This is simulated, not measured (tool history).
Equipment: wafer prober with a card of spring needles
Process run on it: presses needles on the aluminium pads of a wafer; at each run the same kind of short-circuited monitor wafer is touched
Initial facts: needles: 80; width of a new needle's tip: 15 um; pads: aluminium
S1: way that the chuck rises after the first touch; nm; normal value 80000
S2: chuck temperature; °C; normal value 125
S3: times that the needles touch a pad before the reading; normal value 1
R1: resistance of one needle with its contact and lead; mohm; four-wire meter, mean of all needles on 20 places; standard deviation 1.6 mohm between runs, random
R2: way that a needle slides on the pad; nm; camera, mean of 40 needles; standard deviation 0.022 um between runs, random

| run | hour | S1 | S2 | S3 | R1 | R2 |
|---|---|---|---|---|---|---|
| 1 | 0.0 | 80000 | 125 | 1 | 175 | 9960 |
| 2 | 10.1 | 80000 | 125 | 1 | 188 | 9980 |
|  | 21.5 | tips cleaned on abrasive film |
| 3 | 23.2 | 80000 | 125 | 1 | 167 | 9990 |
| 4 | 35.8 | 80000 | 125 | 1 | 184 | 9970 |
| 5 | 47.8 | 80000 | 125 | 2 | 180 | 9980 |
|  | 50.4 | tips cleaned on abrasive film |
| 6 | 60.9 | 80000 | 125 | 2 | 173 | 10000 |
| 7 | 72.4 | 80000 | 56 | 1 | 184 | 9970 |
|  | 79.5 | tips cleaned on abrasive film |
| 8 | 82.5 | 80000 | 56 | 1 | 161 | 9950 |
| 9 | 88.2 | 80000 | 125 | 1 | 182 | 9960 |
| 10 | 94.2 | 80000 | 125 | 1 | 189 | 9980 |
| 11 | 100.0 | 80000 | 125 | 1 | 192 | 9920 |
| 12 | 106.4 | 80000 | 125 | 1 | 192 | 9930 |
|  | 108.1 | tips cleaned on abrasive film |
| 13 | 113.3 | 80000 | 79 | 1 | 169 | 9960 |
| 14 | 122.8 | 80000 | 79 | 1 | 181 | 9900 |
| 15 | 135.6 | 80000 | 79 | 1 | 189 | 9900 |
|  | 137.4 | tips cleaned on abrasive film |
| 16 | 141.4 | 80000 | 79 | 1 | 168 | 9960 |
| 17 | 150.8 | 80000 | 125 | 1 | 185 | 9940 |
| 18 | 159.4 | 80000 | 125 | 1 | 190 | 9940 |
| 19 | 164.9 | 80000 | 125 | 1 | 193 | 9920 |
|  | 166.4 | tips cleaned on abrasive film |
| 20 | 171.7 | 90000 | 125 | 1 | 171 | 11190 |
| 21 | 182.9 | 72000 | 73 | 1 | 190 | 8920 |
|  | 195.2 | tips cleaned on abrasive film |
| 22 | 195.2 | 72000 | 73 | 1 | 160 | 8890 |
| 23 | 202.4 | 80000 | 55 | 1 | 167 | 9870 |
| 24 | 211.2 | 80000 | 102 | 2 | 171 | 9930 |
| 25 | 217.0 | 80000 | 102 | 2 | 173 | 9900 |
|  | 223.8 | tips cleaned on abrasive film |
| 26 | 226.2 | 80000 | 102 | 2 | 164 | 9900 |
| 27 | 238.1 | 80000 | 70 | 1 | 181 | 9900 |
| 28 | 243.7 | 84000 | 125 | 1 | 186 | 10380 |
| 29 | 250.3 | 84000 | 125 | 1 | 191 | 10410 |
|  | 252.7 | tips cleaned on abrasive film |
| 30 | 256.9 | 84000 | 125 | 1 | 172 | 10430 |
| 31 | 268.7 | 99000 | 27 | 1 | 163 | 12300 |
|  | 280.2 | height of the first contact set anew |
| 32 | 280.8 | 99000 | 27 | 1 | 166 | 12580 |
|  | 281.7 | tips cleaned on abrasive film |
| 33 | 292.2 | 80000 | 80 | 1 | 176 | 10120 |
| 34 | 298.9 | 80000 | 80 | 1 | 180 | 10110 |
| 35 | 308.8 | 91000 | 125 | 3 | 167 | 11530 |

Results per run with the tool's hidden condition removed, run-to-run variation unchanged:
What the log doesn't record here: debris on the tips, nm; way that the needles fall short of the set height, um; tips' diameter, um; drift of the gauge itself on contact_mohm, %; drift of the gauge itself on scrub_um, %.
| run | R1 | R2 |
|---|---|---|
| 1 | 157 | 10120 |
| 2 | 159 | 10140 |
| 3 | 160 | 10170 |
| 4 | 158 | 10150 |
| 5 | 160 | 10150 |
| 6 | 159 | 10190 |
| 7 | 149 | 10150 |
| 8 | 148 | 10140 |
| 9 | 160 | 10160 |
| 10 | 161 | 10170 |
| 11 | 160 | 10120 |
| 12 | 159 | 10130 |
| 13 | 151 | 10170 |
| 14 | 151 | 10110 |
| 15 | 153 | 10100 |
| 16 | 153 | 10180 |
| 17 | 159 | 10160 |
| 18 | 158 | 10160 |
| 19 | 160 | 10140 |
| 20 | 158 | 11410 |
| 21 | 152 | 9140 |
| 22 | 155 | 9120 |
| 23 | 147 | 10100 |
| 24 | 154 | 10160 |
| 25 | 153 | 10140 |
| 26 | 157 | 10140 |
| 27 | 151 | 10140 |
| 28 | 158 | 10630 |
| 29 | 160 | 10650 |
| 30 | 159 | 10680 |
| 31 | 140 | 12560 |
| 32 | 140 | 12580 |
| 33 | 151 | 10130 |
| 34 | 150 | 10120 |
| 35 | 157 | 11540 |
